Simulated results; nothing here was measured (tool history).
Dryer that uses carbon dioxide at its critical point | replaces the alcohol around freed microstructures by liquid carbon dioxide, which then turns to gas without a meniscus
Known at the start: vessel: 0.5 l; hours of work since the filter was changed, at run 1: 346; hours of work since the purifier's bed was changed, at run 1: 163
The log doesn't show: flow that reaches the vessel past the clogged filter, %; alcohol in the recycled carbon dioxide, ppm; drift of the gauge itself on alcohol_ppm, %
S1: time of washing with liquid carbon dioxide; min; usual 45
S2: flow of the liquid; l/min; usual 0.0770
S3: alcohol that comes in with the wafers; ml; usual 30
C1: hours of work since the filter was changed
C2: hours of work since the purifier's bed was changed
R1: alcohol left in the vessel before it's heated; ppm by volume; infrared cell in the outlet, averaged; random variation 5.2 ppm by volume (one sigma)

{"run": 1, "day": 0.0, "S1": 45, "S2": 0.077, "S3": 30, "C1": 346, "C2": 163, "R1": 136}
{"run": 2, "day": 0.408, "S1": 45, "S2": 0.077, "S3": 30, "C1": 352, "C2": 169, "R1": 128}
{"run": 3, "day": 0.95, "S1": 45, "S2": 0.077, "S3": 26, "C1": 359, "C2": 176, "R1": 116}
{"run": 4, "day": 1.442, "S1": 45, "S2": 0.077, "S3": 26, "C1": 365, "C2": 182, "R1": 114}
{"run": 5, "day": 2.071, "S1": 45, "S2": 0.077, "S3": 26, "C1": 373, "C2": 190, "R1": 117}
{"run": 6, "day": 2.704, "S1": 45, "S2": 0.077, "S3": 26, "C1": 382, "C2": 199, "R1": 129}
{"run": 7, "day": 3.554, "S1": 45, "S2": 0.077, "S3": 30, "C1": 393, "C2": 210, "R1": 142}
{"run": 8, "day": 4.425, "S1": 51, "S2": 0.0591, "S3": 38, "C1": 404, "C2": 221, "R1": 414}
{"run": 9, "day": 5.104, "S1": 30, "S2": 0.077, "S3": 84, "C1": 413, "C2": 230, "R1": 2843}
{"run": 10, "day": 5.829, "S1": 37, "S2": 0.077, "S3": 63, "C1": 422, "C2": 239, "R1": 848}
{"run": 11, "day": 6.462, "S1": 63, "S2": 0.0742, "S3": 27, "C1": 431, "C2": 248, "R1": 23}
{"run": 12, "day": 7.029, "S1": 67, "S2": 0.1232, "S3": 88, "C1": 438, "C2": 255, "R1": 15}
{"run": 13, "day": 7.679, "S1": 36, "S2": 0.0676, "S3": 46, "C1": 447, "C2": 264, "R1": 1331}

3 ways to go on from here, each from the tool as it stands after run 13. What would each give?
{"run": "A", "day": 8.492, "S1": 63, "S2": 0.0676, "S3": 46, "C1": 457, "C2": 274, "R1": "?"}
{"run": "B", "day": 8.492, "S1": 41, "S2": 0.0694, "S3": 35, "C1": 457, "C2": 274, "R1": "?"}
{"run": "C", "day": 8.492, "S1": 28, "S2": 0.0516, "S3": 115, "C1": 457, "C2": 274, "R1": "?"}

run=A R1=69
run=B R1=513
run=C R1=19235
Without the tool's hidden state the same runs would have given:
run=A R1=42
run=B R1=383
run=C R1=16685
